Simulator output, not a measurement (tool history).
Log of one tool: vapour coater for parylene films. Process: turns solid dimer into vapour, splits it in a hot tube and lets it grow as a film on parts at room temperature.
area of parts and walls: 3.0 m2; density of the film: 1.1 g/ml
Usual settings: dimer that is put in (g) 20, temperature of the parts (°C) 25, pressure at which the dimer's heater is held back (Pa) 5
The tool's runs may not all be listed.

run,hour,dimer that is put in (g),temperature of the parts (°C),pressure at which the dimer's heater is held back (Pa),thickness of the film (nm)
1,0,20,25,5,4120
2,18,20,25,5,4130
3,38.6,20,25,5,4150
4,80.9,20,25,5,4070
5,112.3,21,25,5,4360
6,147.5,21,25,5,4330
# hour 186.9: trap's valve overhauled
7,191.1,20,25,5,4160
8,230.4,20,25,5,4080
9,252.5,20,21,9.83,4660
10,288.7,14,36,3.07,1900
11,328.7,14,31,3.77,2330
12,358.6,17,19,3.57,4560
13,401.1,14,25,6.59,2820
14,440.6,9,27,3.51,1750
15,472.1,9,23,4.72,2020

5 ways to go on from here, each from the tool as it stands after run 15. What would each give?
A,501.6,9,25,8.98,?
B,501.6,11,35,2.05,?
C,501.6,18,19,5.91,?
D,501.6,9,23,5.29,?
E,501.6,35,20,6.54,?

run,thickness of the film (nm)
A,1770
B,1590
C,4600
D,1980
E,8640
Without the tool's hidden state the same runs would have given:
run,thickness of the film (nm)
A,1800
B,1610
C,4680
D,2010
E,8790

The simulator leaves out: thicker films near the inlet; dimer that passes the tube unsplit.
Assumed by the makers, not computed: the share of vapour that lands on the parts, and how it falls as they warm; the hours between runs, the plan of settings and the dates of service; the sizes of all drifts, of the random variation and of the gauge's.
